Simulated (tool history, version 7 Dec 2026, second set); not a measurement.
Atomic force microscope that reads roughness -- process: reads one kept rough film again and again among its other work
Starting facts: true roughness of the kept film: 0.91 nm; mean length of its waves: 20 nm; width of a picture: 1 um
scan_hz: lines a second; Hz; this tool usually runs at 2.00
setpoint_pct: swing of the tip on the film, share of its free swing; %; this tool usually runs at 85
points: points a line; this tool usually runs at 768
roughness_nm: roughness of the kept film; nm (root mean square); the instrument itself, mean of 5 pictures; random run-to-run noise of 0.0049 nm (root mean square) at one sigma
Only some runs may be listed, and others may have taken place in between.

Run 1, hour 0.0: usual settings. Result: roughness_nm 0.663 nm (root mean square).
At hour 27.3: new tip fitted.
Run 2, hour 43.0: usual settings but setpoint_pct 76 %. Result: roughness_nm 0.733 nm (root mean square).
Run 3, hour 71.0: usual settings but setpoint_pct 76 %. Result: roughness_nm 0.714 nm (root mean square).
At hour 112.9: new tip fitted.
Run 4, hour 115.8: usual settings but scan_hz 0.84 Hz, setpoint_pct 76 %. Result: roughness_nm 0.799 nm (root mean square).
Run 5, hour 149.5: usual settings but scan_hz 0.84 Hz, setpoint_pct 76 %. Result: roughness_nm 0.773 nm (root mean square).
Run 6, hour 182.8: usual settings but points 874. Result: roughness_nm 0.665 nm (root mean square).
At hour 197.7: new tip fitted.
Run 7, hour 209.2: usual settings but points 874. Result: roughness_nm 0.705 nm (root mean square).
Run 8, hour 244.8: usual settings. Result: roughness_nm 0.675 nm (root mean square).
Run 9, hour 269.3: usual settings. Result: roughness_nm 0.660 nm (root mean square).
At hour 281.8: new tip fitted.
Run 10, hour 313.9: usual settings. Result: roughness_nm 0.691 nm (root mean square).
Run 11, hour 348.2: usual settings. Result: roughness_nm 0.666 nm (root mean square).
At hour 365.4: new tip fitted.
Run 12, hour 369.4: usual settings but points 448. Result: roughness_nm 0.702 nm (root mean square).
Run 13, hour 389.2: usual settings but setpoint_pct 72 %. Result: roughness_nm 0.743 nm (root mean square).
Run 14, hour 412.1: usual settings but setpoint_pct 72 %. Result: roughness_nm 0.731 nm (root mean square).
Run 15, hour 430.1: usual settings. Result: roughness_nm 0.664 nm (root mean square).
At hour 450.5: new tip fitted.
Run 16, hour 465.8: usual settings but setpoint_pct 61 %. Result: roughness_nm 0.771 nm (root mean square).
Run 17, hour 503.9: usual settings but setpoint_pct 61 %. Result: roughness_nm 0.755 nm (root mean square).
Run 18, hour 524.3: usual settings. Result: roughness_nm 0.663 nm (root mean square).
At hour 535.2: new tip fitted.
Run 19, hour 547.7: usual settings. Result: roughness_nm 0.705 nm (root mean square).
Run 20, hour 591.9: usual settings. Result: roughness_nm 0.664 nm (root mean square).
Run 21, hour 615.0: usual settings. Result: roughness_nm 0.647 nm (root mean square).
At hour 621.3: new tip fitted.
Run 22, hour 637.4: usual settings. Result: roughness_nm 0.706 nm (root mean square).
Run 23, hour 673.3: usual settings. Result: roughness_nm 0.676 nm (root mean square).
At hour 705.6: new tip fitted.
Run 24, hour 705.6: usual settings. Result: roughness_nm 0.717 nm (root mean square).
Run 25, hour 728.5: usual settings. Result: roughness_nm 0.701 nm (root mean square).
At hour 732.9: height scale calibrated on a step standard.
Run 26, hour 762.7: usual settings. Result: roughness_nm 0.679 nm (root mean square).
At hour 790.8: new tip fitted.
Run 27, hour 796.0: usual settings but scan_hz 0.78 Hz, points 886. Result: roughness_nm 0.792 nm (root mean square).
Run 28, hour 828.0: usual settings but setpoint_pct 55 %, points 582. Result: roughness_nm 0.787 nm (root mean square).
Run 29, hour 851.6: usual settings but setpoint_pct 55 %, points 582. Result: roughness_nm 0.767 nm (root mean square).
At hour 875.4: new tip fitted.
Run 30, hour 877.6: usual settings but setpoint_pct 55 %, points 582. Result: roughness_nm 0.811 nm (root mean square).
Run 31, hour 899.0: usual settings but setpoint_pct 58 %, points 428. Result: roughness_nm 0.792 nm (root mean square).
At hour 918.0: height scale calibrated on a step standard, once more.
Run 32, hour 924.2: usual settings but setpoint_pct 88 %, points 482. Result: roughness_nm 0.656 nm (root mean square).
Run 33, hour 948.8: usual settings but points 855. Result: roughness_nm 0.654 nm (root mean square).
At hour 962.3: new tip fitted.
Run 34, hour 983.5: usual settings but scan_hz 0.67 Hz, setpoint_pct 84 %, points 939. Result: roughness_nm 0.767 nm (root mean square).
Run 35, hour 1023.3: usual settings but points 538. Result: roughness_nm 0.656 nm (root mean square).
At hour 1046.6: new tip fitted.
Run 36, hour 1065.0: usual settings but scan_hz 2.18 Hz, setpoint_pct 55 %, points 523. Result: roughness_nm 0.787 nm (root mean square).
Run 37, hour 1105.4: usual settings but scan_hz 0.74 Hz, setpoint_pct 57 %, points 794. Result: roughness_nm 0.768 nm (root mean square).
Run 38, hour 1125.6: usual settings but scan_hz 2.24 Hz, setpoint_pct 57 %, points 350. Result: roughness_nm 0.722 nm (root mean square).
At hour 1130.6: new tip fitted.
Run 39, hour 1144.1: usual settings but scan_hz 0.55 Hz, setpoint_pct 72 %. Result: roughness_nm 0.790 nm (root mean square).
Run 40, hour 1165.3: usual settings but scan_hz 0.55 Hz, setpoint_pct 72 %. Result: roughness_nm 0.785 nm (root mean square).
Run 41, hour 1199.0: usual settings but scan_hz 0.55 Hz, setpoint_pct 72 %. Result: roughness_nm 0.757 nm (root mean square).
At hour 1215.5: new tip fitted.
Run 42, hour 1220.7: usual settings but scan_hz 1.16 Hz, points 292. Result: roughness_nm 0.743 nm (root mean square).
Run 43, hour 1252.6: usual settings but scan_hz 2.44 Hz, setpoint_pct 56 %, points 346. Result: roughness_nm 0.761 nm (root mean square).
Run 44, hour 1273.9: usual settings but scan_hz 2.44 Hz, setpoint_pct 56 %, points 346. Result: roughness_nm 0.741 nm (root mean square).
At hour 1299.5: new tip fitted.
Run 45, hour 1300.0: usual settings but scan_hz 2.44 Hz, setpoint_pct 56 %, points 346. Result: roughness_nm 0.796 nm (root mean square).
Run 46, hour 1332.5: usual settings but scan_hz 2.47 Hz, setpoint_pct 62 %, points 767. Result: roughness_nm 0.752 nm (root mean square).
Run 47, hour 1351.9: usual settings but scan_hz 2.47 Hz, setpoint_pct 62 %, points 734. Result: roughness_nm 0.748 nm (root mean square).
Run 48, hour 1375.4: usual settings but scan_hz 2.40 Hz, setpoint_pct 78 %, points 847. Result: roughness_nm 0.666 nm (root mean square).
At hour 1386.0: new tip fitted.
Run 49, hour 1401.4: usual settings but scan_hz 0.97 Hz, setpoint_pct 89 %, points 390. Result: roughness_nm 0.734 nm (root mean square).
Run 50, hour 1444.5: usual settings but scan_hz 2.97 Hz, setpoint_pct 66 %, points 340. Result: roughness_nm 0.705 nm (root mean square).
At hour 1471.8: new tip fitted.
Run 51, hour 1478.1: usual settings but scan_hz 0.73 Hz, points 260. Result: roughness_nm 0.755 nm (root mean square).

Alternative continuations, all from the tool just after run 51; predict every row:
Run A, hour 1507.9: usual settings but scan_hz 1.12 Hz, setpoint_pct 76 %, points 327. Result: roughness_nm ?.
Run B, hour 1507.9: usual settings but setpoint_pct 82 %, points 796. Result: roughness_nm ?.
Run C, hour 1507.9: usual settings but points 899. Result: roughness_nm ?.
Run D, hour 1507.9: usual settings but scan_hz 0.73 Hz, setpoint_pct 59 %, points 321. Result: roughness_nm ?.

run  roughness_nm
  A         0.746
  B         0.690
  C         0.678
  D         0.764
Stripped of hidden state, with their random variation kept, the same runs would have yielded:
run  roughness_nm
  A         0.777
  B         0.718
  C         0.705
  D         0.796

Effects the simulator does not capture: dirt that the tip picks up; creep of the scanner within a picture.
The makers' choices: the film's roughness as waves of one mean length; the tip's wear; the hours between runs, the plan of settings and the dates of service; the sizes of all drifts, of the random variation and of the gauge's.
